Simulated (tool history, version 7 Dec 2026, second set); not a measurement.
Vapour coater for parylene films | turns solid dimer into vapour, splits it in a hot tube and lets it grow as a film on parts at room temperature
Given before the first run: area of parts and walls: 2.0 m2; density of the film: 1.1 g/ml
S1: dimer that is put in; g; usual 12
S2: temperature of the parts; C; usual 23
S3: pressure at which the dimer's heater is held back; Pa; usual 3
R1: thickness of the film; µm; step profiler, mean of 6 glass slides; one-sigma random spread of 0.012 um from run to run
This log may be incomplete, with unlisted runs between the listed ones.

Run 1, hour 0: usual settings. Result: R1 2.76 µm.
Run 2, hour 12.8: usual settings but S2 21 C. Result: R1 2.92 µm.
Run 3, hour 37.6: usual settings but S2 15 C. Result: R1 3.37 µm.
Run 4, hour 52.2: usual settings but S2 15 C. Result: R1 3.39 µm.
Run 5, hour 66.5: usual settings. Result: R1 2.78 µm.
Run 6, hour 87.1: usual settings but S2 16 C. Result: R1 3.31 µm.
Run 7, hour 101: usual settings but S3 5.12 Pa. Result: R1 2.62 µm.
Run 8, hour 120.5: usual settings. Result: R1 2.77 µm.
Run 9, hour 143.3: usual settings. Result: R1 2.77 µm.
At hour 150.1: trap's valve overhauled.
Run 10, hour 162.8: usual settings. Result: R1 2.79 µm.
Run 11, hour 174.6: usual settings. Result: R1 2.8 µm.
Run 12, hour 193.9: usual settings. Result: R1 2.81 µm.
Run 13, hour 214.1: usual settings. Result: R1 2.78 µm.
Run 14, hour 226.8: usual settings but S2 29 C. Result: R1 2.44 µm.
Run 15, hour 242.7: usual settings but S2 29 C. Result: R1 2.43 µm.
Run 16, hour 255.5: usual settings but S3 8.3 Pa. Result: R1 2.5 µm.
Run 17, hour 276: usual settings but S3 8.3 Pa. Result: R1 2.53 µm.
Run 18, hour 291.4: usual settings but S1 8 g. Result: R1 1.88 µm.
Run 19, hour 303.7: usual settings but S1 10 g, S2 30 C, S3 3.2 Pa. Result: R1 1.96 µm.
Run 20, hour 326.1: usual settings but S1 9 g, S3 11.86 Pa. Result: R1 1.81 µm.
Run 21, hour 339.5: usual settings but S1 9 g, S2 24 C, S3 2.67 Pa. Result: R1 2.1 µm.
Run 22, hour 359.1: usual settings but S1 9 g, S2 24 C, S3 2.67 Pa. Result: R1 2.11 µm.
Run 23, hour 378.2: usual settings but S1 9 g, S2 24 C, S3 2.67 Pa. Result: R1 2.1 µm.
Run 24, hour 398.4: usual settings but S1 7 g, S2 32 C, S3 9.79 Pa. Result: R1 1.16 µm.
At hour 404.4: gauge calibrated.
Run 25, hour 412.3: usual settings but S1 7 g, S2 32 C, S3 9.79 Pa. Result: R1 1.12 µm.
Run 26, hour 425.8: usual settings but S1 7 g, S2 19 C, S3 9.23 Pa. Result: R1 1.56 µm.
Run 27, hour 448.2: usual settings but S1 7 g, S2 19 C, S3 9.23 Pa. Result: R1 1.57 µm.
Run 28, hour 469.4: usual settings but S1 9 g, S2 24 C, S3 11.4 Pa. Result: R1 1.73 µm.
Run 29, hour 492.7: usual settings but S1 9 g, S2 24 C, S3 11.4 Pa. Result: R1 1.75 µm.
Run 30, hour 514: usual settings but S1 8 g, S2 16 C, S3 2.59 Pa. Result: R1 2.26 µm.
Run 31, hour 537: usual settings but S1 8 g, S2 16 C, S3 2.59 Pa. Result: R1 2.26 µm.

Here are 4 independent what-if runs from the current tool condition. What would each one return?
Run A, hour 552: usual settings but S1 10 g, S3 9.36 Pa. Result: R1 ?.
Run B, hour 552: usual settings but S3 8.26 Pa. Result: R1 ?.
Run C, hour 552: usual settings but S1 22 g, S2 20 C, S3 7.11 Pa. Result: R1 ?.
Run D, hour 552: usual settings but S1 8 g, S2 16 C, S3 8.13 Pa. Result: R1 ?.

run    R1
  A  2.04
  B  2.48
  C  4.99
  D  1.97
What these runs would have given with no unlogged condition in the tool:
run    R1
  A  2.02
  B  2.46
  C  4.95
  D  1.96
